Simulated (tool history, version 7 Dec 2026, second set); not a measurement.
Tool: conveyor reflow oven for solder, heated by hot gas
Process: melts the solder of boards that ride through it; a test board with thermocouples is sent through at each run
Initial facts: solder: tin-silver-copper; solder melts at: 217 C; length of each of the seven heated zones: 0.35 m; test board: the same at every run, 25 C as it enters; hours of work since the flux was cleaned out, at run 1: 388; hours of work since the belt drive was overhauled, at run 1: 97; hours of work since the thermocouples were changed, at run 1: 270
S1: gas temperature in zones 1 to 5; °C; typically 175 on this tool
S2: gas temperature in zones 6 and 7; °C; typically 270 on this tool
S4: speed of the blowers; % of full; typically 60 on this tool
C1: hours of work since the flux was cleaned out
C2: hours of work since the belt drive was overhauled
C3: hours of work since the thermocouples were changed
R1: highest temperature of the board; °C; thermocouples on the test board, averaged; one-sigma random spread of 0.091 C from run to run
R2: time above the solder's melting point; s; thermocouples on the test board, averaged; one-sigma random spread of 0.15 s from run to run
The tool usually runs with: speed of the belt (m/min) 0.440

Run 1, hour 0.0: usual settings; C1 388; C2 97; C3 270. Result: R1 257.47 °C, R2 77.0 s.
Run 2, hour 5.0: usual settings but S2 259 °C; C1 392; C2 100; C3 274. Result: R1 247.43 °C, R2 69.0 s.
Run 3, hour 12.2: usual settings; C1 397; C2 105; C3 279. Result: R1 257.58 °C, R2 77.3 s.
Run 4, hour 22.4: usual settings; C1 404; C2 112; C3 286. Result: R1 257.47 °C, R2 77.4 s.
Run 5, hour 32.4: usual settings but S1 161 °C; C1 411; C2 119; C3 293. Result: R1 255.30 °C, R2 70.3 s.
Run 6, hour 37.3: usual settings but S1 161 °C; C1 415; C2 123; C3 297. Result: R1 255.47 °C, R2 70.2 s.
Run 7, hour 46.2: usual settings but S1 161 °C; C1 421; C2 129; C3 303. Result: R1 255.57 °C, R2 70.4 s.
Run 8, hour 55.0: usual settings but S1 161 °C; C1 427; C2 135; C3 309. Result: R1 255.61 °C, R2 70.3 s.
Run 9, hour 59.4: usual settings but S1 164 °C, S2 284 °C; C1 430; C2 138; C3 312. Result: R1 268.90 °C, R2 80.0 s.
Run 10, hour 65.2: usual settings but S1 164 °C, S2 284 °C; C1 434; C2 143; C3 316. Result: R1 268.85 °C, R2 80.7 s.
Run 11, hour 71.7: usual settings but S1 167 °C, S2 273 °C, speed of the belt (m/min) 0.434, S4 54 % of full; C1 439; C2 147; C3 321. Result: R1 257.87 °C, R2 74.9 s.
Run 12, hour 78.8: usual settings but S1 161 °C, S2 279 °C, speed of the belt (m/min) 0.394; C1 444; C2 152; C3 326. Result: R1 267.20 °C, R2 88.3 s.

Run 13 comes next. What will it give?
Run 13, hour 83.5: usual settings but S1 161 °C, S2 279 °C, speed of the belt (m/min) 0.394; C1 447; C2 155; C3 329. Result: R1 ?, R2 ?.

R1: 267.21 °C
R2: 88.3 s
With the hidden condition absent and the run-to-run variation left alone, this run would have shown R1 267.22 °C, R2 88.3 s.
